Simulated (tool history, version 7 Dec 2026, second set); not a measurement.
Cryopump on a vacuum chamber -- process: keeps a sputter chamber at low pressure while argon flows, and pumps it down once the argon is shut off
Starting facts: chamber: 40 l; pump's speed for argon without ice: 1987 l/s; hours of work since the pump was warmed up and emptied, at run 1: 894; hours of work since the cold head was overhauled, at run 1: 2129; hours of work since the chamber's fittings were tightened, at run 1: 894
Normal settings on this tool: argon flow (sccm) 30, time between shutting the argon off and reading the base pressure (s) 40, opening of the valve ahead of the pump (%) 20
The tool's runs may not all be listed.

run,hour,argon flow (sccm),time between shutting the argon off and reading the base pressure (s),opening of the valve ahead of the pump (%),hours of work since the pump was warmed up and emptied,hours of work since the cold head was overhauled,hours of work since the chamber's fittings were tightened,pressure while argon flows (Pa),pressure after the wait (uPa)
1,0,30,40,20,894,2129,894,0.136,1.48
2,114.8,30,201,20,988,2223,988,0.1366,0.58
3,246.2,36,201,20,1095,2330,1095,0.1642,0.64
# hour 319.2: pump warmed up, emptied and cooled again
4,323.4,36,201,20,3,2389,1154,0.1528,0.5
5,438.7,36,201,20,98,2483,1248,0.1554,0.55
6,514.7,36,201,20,160,2545,1310,0.1555,0.58
7,605.4,36,201,20,234,2619,1384,0.1556,0.57
8,664.8,36,201,20,282,2668,1433,0.1559,0.57
9,740.7,14,25,26,344,2730,1495,0.0466,2.22
10,872.2,22,25,16,451,2837,1602,0.1193,2.14
11,945,22,25,37,511,2896,1661,0.0534,2.23
12,1025.5,16,94,30,577,2962,1727,0.048,0.87
13,1118.8,30,240,19,653,3038,1803,0.1403,0.6
14,1173.9,25,93,31,698,3083,1848,0.0737,0.88
15,1290.6,25,138,37,793,3179,1943,0.0635,0.81

5 ways to go on from here, each from the tool as it stands after run 15. What would each give?
A,1391.3,25,45,37,875,3261,2026,?,?
B,1391.3,25,112,38,875,3261,2026,?,?
C,1391.3,41,40,45,875,3261,2026,?,?
D,1391.3,41,138,26,875,3261,2026,?,?
E,1391.3,25,141,22,875,3261,2026,?,?

run,pressure while argon flows (Pa),pressure after the wait (uPa)
A,0.0636,1.48
B,0.062,0.92
C,0.0875,1.57
D,0.1441,0.8
E,0.1024,0.81
Without the tool's unlogged condition, the same runs would have read:
run,pressure while argon flows (Pa),pressure after the wait (uPa)
A,0.0575,1.16
B,0.0559,0.59
C,0.0774,1.25
D,0.1341,0.48
E,0.0963,0.48
